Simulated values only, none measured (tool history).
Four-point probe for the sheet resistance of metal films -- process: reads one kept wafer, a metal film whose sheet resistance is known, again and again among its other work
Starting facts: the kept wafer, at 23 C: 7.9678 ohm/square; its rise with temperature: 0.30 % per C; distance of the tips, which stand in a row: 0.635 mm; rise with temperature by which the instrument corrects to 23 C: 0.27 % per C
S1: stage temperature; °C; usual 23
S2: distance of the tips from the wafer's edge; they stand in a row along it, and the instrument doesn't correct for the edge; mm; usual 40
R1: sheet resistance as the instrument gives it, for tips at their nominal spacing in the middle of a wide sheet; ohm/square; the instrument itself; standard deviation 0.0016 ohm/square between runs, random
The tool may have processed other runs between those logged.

{"run": 1, "hour": 0.0, "S1": 23, "S2": 40, "R1": 7.965265}
{"run": 2, "hour": 16.4, "S1": 23, "S2": 40, "R1": 7.969164}
{"run": 3, "hour": 33.3, "S1": 23, "S2": 40, "R1": 7.963555}
{"run": 4, "hour": 53.3, "S1": 23, "S2": 40, "R1": 7.969019}
{"run": 5, "hour": 71.4, "S1": 23, "S2": 40, "R1": 7.967409}
{"run": 6, "hour": 87.9, "S1": 23, "S2": 15, "R1": 7.97721}
{"run": 7, "hour": 104.9, "S1": 23, "S2": 15, "R1": 7.974056}
{"run": 8, "hour": 119.7, "S1": 23, "S2": 15, "R1": 7.974514}
{"run": 9, "hour": 132.9, "S1": 22, "S2": 40, "R1": 7.964733}
{"run": 10, "hour": 151.8, "S1": 22, "S2": 40, "R1": 7.966902}
{"run": 11, "hour": 167.6, "S1": 29, "S2": 4, "R1": 8.090449}
{"run": 12, "hour": 176.5, "S1": 29, "S2": 4, "R1": 8.089603}
{"run": 13, "hour": 185.0, "S1": 29, "S2": 4, "R1": 8.089293}
{"run": 14, "hour": 193.2, "S1": 29, "S2": 4, "R1": 8.088276}
{"run": 15, "hour": 212.4, "S1": 29, "S2": 4, "R1": 8.090149}
{"run": 16, "hour": 222.5, "S1": 35, "S2": 4, "R1": 8.106315}
{"run": 17, "hour": 236.3, "S1": 23, "S2": 3, "R1": 8.157394}
{"run": 18, "hour": 250.5, "S1": 33, "S2": 8, "R1": 8.022366}

Predict each of these 3 candidate next runs independently; none follows another, all start after run 18:
{"run": "A", "hour": 267.5, "S1": 33, "S2": 12, "R1": "?"}
{"run": "B", "hour": 267.5, "S1": 23, "S2": 11, "R1": "?"}
{"run": "C", "hour": 267.5, "S1": 25, "S2": 8, "R1": "?"}

run=A R1=8.004186
run=B R1=7.982753
run=C R1=8.000418
What these runs would have given with no unlogged condition in the tool:
run=A R1=8.005032
run=B R1=7.983597
run=C R1=8.001264
